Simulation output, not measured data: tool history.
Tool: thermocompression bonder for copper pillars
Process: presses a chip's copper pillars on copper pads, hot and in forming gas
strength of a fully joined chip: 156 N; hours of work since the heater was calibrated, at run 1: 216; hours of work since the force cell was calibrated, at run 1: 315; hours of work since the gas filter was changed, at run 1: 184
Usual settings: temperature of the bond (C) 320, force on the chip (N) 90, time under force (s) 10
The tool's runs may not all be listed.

run,day,temperature of the bond (C),force on the chip (N),time under force (s),hours of work since the heater was calibrated,hours of work since the force cell was calibrated,hours of work since the gas filter was changed,force that shears a chip off (N)
1,0.000,320,90,10,216,315,184,56.1
2,0.467,320,90,10,221,320,189,55.2
3,1.167,320,90,10,229,328,197,55.6
4,1.612,320,90,10,234,333,202,55.1
5,2.338,320,90,10,241,340,210,55.3
6,2.779,320,90,10,246,345,214,54.9
7,3.383,320,83,14,253,352,221,60.5
8,3.971,320,83,14,259,358,227,60.1
9,4.562,320,83,8,265,364,234,48.6
10,5.283,320,90,5,273,372,241,40.8
11,5.879,319,90,14,280,379,248,61.0

Forecast each of these 4 alternatives for the next run:
A,6.475,321,90,14,286,385,254,?
B,6.475,296,90,10,286,385,254,?
C,6.475,312,90,14,286,385,254,?
D,6.475,336,76,8,286,385,254,?

run,force that shears a chip off (N)
A,62.2
B,39.6
C,56.2
D,54.9
Without the tool's hidden state the same runs would have given:
run,force that shears a chip off (N)
A,63.8
B,40.6
C,57.6
D,56.4
